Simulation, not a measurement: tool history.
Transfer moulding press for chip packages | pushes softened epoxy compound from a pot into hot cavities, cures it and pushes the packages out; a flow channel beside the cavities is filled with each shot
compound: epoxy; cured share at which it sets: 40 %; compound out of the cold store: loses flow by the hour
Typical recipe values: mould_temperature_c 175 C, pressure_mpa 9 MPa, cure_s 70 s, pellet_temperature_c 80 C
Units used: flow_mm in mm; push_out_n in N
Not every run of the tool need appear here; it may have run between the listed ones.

run	hour	mould_temperature_c	pressure_mpa	cure_s	pellet_temperature_c	incoming compound's hours out of the cold store	flow_mm	push_out_n
1	0	175	9	70	80	14.7	931	312
# hour 17.1: plunger's sealing rings changed
# hour 18.6: cavities cleaned with cleaning compound and waxed
# hour 52.8: cavities cleaned with cleaning compound and waxed
# hour 85.5: cavities cleaned with cleaning compound and waxed
2	90.8	175	9	76	80	31.4	894	313
# hour 123.7: cavities cleaned with cleaning compound and waxed
3	145.3	175	9	70	80	25.8	890	309
# hour 160.2: cavities cleaned with cleaning compound and waxed
# hour 196.5: cavities cleaned with cleaning compound and waxed
4	218	175	9	70	80	27.8	895	304
# hour 235.3: cavities cleaned with cleaning compound and waxed
# hour 275: cavities cleaned with cleaning compound and waxed
5	303.8	175	9	70	80	21.6	905	298
# hour 310.6: cavities cleaned with cleaning compound and waxed
# hour 344.2: cavities cleaned with cleaning compound and waxed
# hour 368.4: plunger's sealing rings changed
# hour 381.4: cavities cleaned with cleaning compound and waxed
6	405.9	175	9	70	80	41.8	884	308
# hour 414: cavities cleaned with cleaning compound and waxed
# hour 450.8: cavities cleaned with cleaning compound and waxed
7	462.1	175	9	70	80	44.3	870	301
# hour 483.6: cavities cleaned with cleaning compound and waxed
# hour 505.6: mould's thermocouples calibrated
# hour 518.1: cavities cleaned with cleaning compound and waxed
8	533.7	171	9	70	80	19.1	938	370
# hour 552.3: cavities cleaned with cleaning compound and waxed
# hour 587.9: cavities cleaned with cleaning compound and waxed
9	600.2	171	9	70	80	35.4	897	332
# hour 626.3: cavities cleaned with cleaning compound and waxed
# hour 659.5: cavities cleaned with cleaning compound and waxed
10	664.6	171	9	70	80	31.8	907	357
# hour 692.7: cavities cleaned with cleaning compound and waxed
11	709.6	175	10.55	70	80	43.8	939	299
# hour 716.1: plunger's sealing rings changed
# hour 730: cavities cleaned with cleaning compound and waxed
# hour 764.7: cavities cleaned with cleaning compound and waxed
12	780.9	175	10.55	70	80	25.5	973	303
# hour 802.5: cavities cleaned with cleaning compound and waxed
# hour 837.8: cavities cleaned with cleaning compound and waxed
# hour 872.6: cavities cleaned with cleaning compound and waxed
13	874	179	8.64	51	76	35.3	850	387
# hour 908: cavities cleaned with cleaning compound and waxed
# hour 943.9: cavities cleaned with cleaning compound and waxed
14	970.8	175	6.91	70	84	9.4	820	310
# hour 977.3: cavities cleaned with cleaning compound and waxed
# hour 1016.2: cavities cleaned with cleaning compound and waxed
15	1022.4	175	6.91	70	84	20.6	791	299
# hour 1051.8: cavities cleaned with cleaning compound and waxed
# hour 1063.4: plunger's sealing rings changed
16	1068.2	173	9	70	80	18.6	932	337
# hour 1087.9: cavities cleaned with cleaning compound and waxed
# hour 1105.2: mould's thermocouples calibrated
# hour 1122.9: cavities cleaned with cleaning compound and waxed
17	1122.9	176	7.88	63	82	46.3	798	326
# hour 1160.2: cavities cleaned with cleaning compound and waxed
18	1181.1	181	9.22	63	89	8.9	917	281
# hour 1195: cavities cleaned with cleaning compound and waxed
19	1224.4	175	7.55	70	80	38.7	807	302
# hour 1231.2: cavities cleaned with cleaning compound and waxed
# hour 1266.1: cavities cleaned with cleaning compound and waxed
20	1276.5	173	7.55	70	80	17.7	861	313
# hour 1301.8: cavities cleaned with cleaning compound and waxed
# hour 1336.4: cavities cleaned with cleaning compound and waxed
# hour 1370.3: cavities cleaned with cleaning compound and waxed
21	1373.2	174	9.6	70	88	35.8	919	305

Run 22 comes next. What will it give?
# hour 1405.8: cavities cleaned with cleaning compound and waxed
# hour 1413.2: plunger's sealing rings changed
# hour 1445.1: cavities cleaned with cleaning compound and waxed
22	1449.6	175	9	70	86	21.1	?	?

flow_mm: 915 mm
push_out_n: 312 N
With the hidden condition absent and the run-to-run variation left alone, this run would have shown flow_mm 916 mm, push_out_n 311 N.
